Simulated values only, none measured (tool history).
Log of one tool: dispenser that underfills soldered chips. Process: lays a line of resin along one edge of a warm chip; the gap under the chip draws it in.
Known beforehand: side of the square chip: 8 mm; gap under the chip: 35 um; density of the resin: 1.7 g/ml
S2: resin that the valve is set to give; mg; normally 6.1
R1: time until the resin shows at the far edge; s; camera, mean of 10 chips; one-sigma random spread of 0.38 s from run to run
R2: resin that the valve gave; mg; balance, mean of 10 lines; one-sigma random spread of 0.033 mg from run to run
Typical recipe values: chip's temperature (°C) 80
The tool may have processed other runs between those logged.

run 1 hour=0 | chip's_temperature_(°C)=80 S2=6.1 | R1=24.7 R2=5.96
run 2 hour=9.3 | chip's_temperature_(°C)=80 S2=6.1 | R1=29.6 R2=5.96
run 3 hour=15.9 | chip's_temperature_(°C)=80 S2=6.1 | R1=35.2 R2=5.89
-- hour=17 new syringe of resin
run 4 hour=27 | chip's_temperature_(°C)=80 S2=6.1 | R1=29.7 R2=5.85
run 5 hour=33.5 | chip's_temperature_(°C)=80 S2=6.1 | R1=34.7 R2=5.9
-- hour=35.7 new syringe of resin
run 6 hour=40.9 | chip's_temperature_(°C)=80 S2=6.41 | R1=25.6 R2=6.16
run 7 hour=48.2 | chip's_temperature_(°C)=80 S2=6.41 | R1=31.2 R2=6.2
-- hour=53.8 new syringe of resin
run 8 hour=56.6 | chip's_temperature_(°C)=80 S2=6.41 | R1=24.4 R2=6.21
run 9 hour=67.2 | chip's_temperature_(°C)=80 S2=6.19 | R1=32.1 R2=5.93
-- hour=71.8 new syringe of resin
-- hour=77.5 dispensing valve cleaned and set on the balance
run 10 hour=79.5 | chip's_temperature_(°C)=84 S2=6.1 | R1=24.8 R2=6.04
run 11 hour=89.9 | chip's_temperature_(°C)=90 S2=6.1 | R1=25.2 R2=6.07
-- hour=91.5 new syringe of resin
run 12 hour=105 | chip's_temperature_(°C)=80 S2=6.1 | R1=32.4 R2=6.05
-- hour=110.5 new syringe of resin
run 13 hour=114.7 | chip's_temperature_(°C)=80 S2=6.04 | R1=26.3 R2=5.93
-- hour=128.8 new syringe of resin
run 14 hour=129.8 | chip's_temperature_(°C)=80 S2=6.1 | R1=24 R2=5.98
run 15 hour=138.2 | chip's_temperature_(°C)=88 S2=6.1 | R1=22 R2=6.02
-- hour=147.7 new syringe of resin
run 16 hour=151.8 | chip's_temperature_(°C)=80 S2=5.4 | R1=25.6 R2=5.35
run 17 hour=165.3 | chip's_temperature_(°C)=80 S2=5.4 | R1=35.1 R2=5.28
-- hour=166.9 new syringe of resin
run 18 hour=172.7 | chip's_temperature_(°C)=80 S2=5.86 | R1=26.1 R2=5.66
run 19 hour=180.3 | chip's_temperature_(°C)=81 S2=7.05 | R1=30.3 R2=6.81
-- hour=185.3 new syringe of resin
run 20 hour=187.1 | chip's_temperature_(°C)=72 S2=7.8 | R1=31.4 R2=7.45
run 21 hour=198.3 | chip's_temperature_(°C)=72 S2=7.8 | R1=41.8 R2=7.53
-- hour=204.3 new syringe of resin
run 22 hour=209.1 | chip's_temperature_(°C)=93 S2=6.38 | R1=16.3 R2=6.11
-- hour=222.5 new syringe of resin
-- hour=223.5 dispensing valve cleaned and set on the balance
run 23 hour=223.5 | chip's_temperature_(°C)=74 S2=6.1 | R1=28.5 R2=6.14
run 24 hour=235.3 | chip's_temperature_(°C)=74 S2=7.82 | R1=37.9 R2=7.79
-- hour=242.3 new syringe of resin
run 25 hour=250.8 | chip's_temperature_(°C)=80 S2=7.57 | R1=27.2 R2=7.55
-- hour=261 new syringe of resin
run 26 hour=264.5 | chip's_temperature_(°C)=80 S2=7.35 | R1=24.9 R2=7.29
run 27 hour=275.3 | chip's_temperature_(°C)=77 S2=7.35 | R1=36.6 R2=7.2
-- hour=279.9 new syringe of resin
run 28 hour=289.1 | chip's_temperature_(°C)=72 S2=6.35 | R1=38.2 R2=6.28
run 29 hour=297.5 | chip's_temperature_(°C)=72 S2=6.35 | R1=47.4 R2=6.13
-- hour=299.2 new syringe of resin
run 30 hour=310.5 | chip's_temperature_(°C)=83 S2=5.28 | R1=28.3 R2=5.2
-- hour=317.6 new syringe of resin
run 31 hour=322.4 | chip's_temperature_(°C)=93 S2=6.51 | R1=16 R2=6.3
run 32 hour=333.2 | chip's_temperature_(°C)=86 S2=5.42 | R1=27.8 R2=5.31
-- hour=336.5 new syringe of resin
run 33 hour=340 | chip's_temperature_(°C)=86 S2=5.42 | R1=20.5 R2=5.26
run 34 hour=351.2 | chip's_temperature_(°C)=80 S2=6.95 | R1=31.6 R2=6.73
-- hour=355.3 new syringe of resin
run 35 hour=362 | chip's_temperature_(°C)=89 S2=7.06 | R1=20 R2=6.76

Per-run results on a tool with no hidden state, each run keeping its own random variation:
The hidden state here: resin's viscosity, % of fresh resin's; dose that the valve gives, % of what is set; true chip temperature over the reading, C; drift of the gauge itself on fill_s, %; drift of the gauge itself on given_mg, %.
run=1 R1=24.9 R2=6.07
run=2 R1=23.6 R2=6.09
run=3 R1=23.6 R2=6.03
run=4 R1=24.1 R2=6
run=5 R1=23.8 R2=6.07
run=6 R1=23.8 R2=6.35
run=7 R1=24.2 R2=6.4
run=8 R1=23.4 R2=6.43
run=9 R1=23.4 R2=6.16
run=10 R1=21.6 R2=6.06
run=11 R1=16.9 R2=6.11
run=12 R1=23.9 R2=6.12
run=13 R1=24.4 R2=6
run=14 R1=23.9 R2=6.09
run=15 R1=17.7 R2=6.13
run=16 R1=24.4 R2=5.47
run=17 R1=23.7 R2=5.42
run=18 R1=23.8 R2=5.83
run=19 R1=23 R2=7.03
run=20 R1=31.8 R2=7.7
run=21 R1=32 R2=7.81
run=22 R1=15 R2=6.35
run=23 R1=30.2 R2=6.13
run=24 R1=29.9 R2=7.81
run=25 R1=23.2 R2=7.6
run=26 R1=23.8 R2=7.37
run=27 R1=26.6 R2=7.31
run=28 R1=31.5 R2=6.39
run=29 R1=31.9 R2=6.25
run=30 R1=21.9 R2=5.32
run=31 R1=14.7 R2=6.47
run=32 R1=19.5 R2=5.47
run=33 R1=19.8 R2=5.42
run=34 R1=23.2 R2=6.97
run=35 R1=17.3 R2=7.02

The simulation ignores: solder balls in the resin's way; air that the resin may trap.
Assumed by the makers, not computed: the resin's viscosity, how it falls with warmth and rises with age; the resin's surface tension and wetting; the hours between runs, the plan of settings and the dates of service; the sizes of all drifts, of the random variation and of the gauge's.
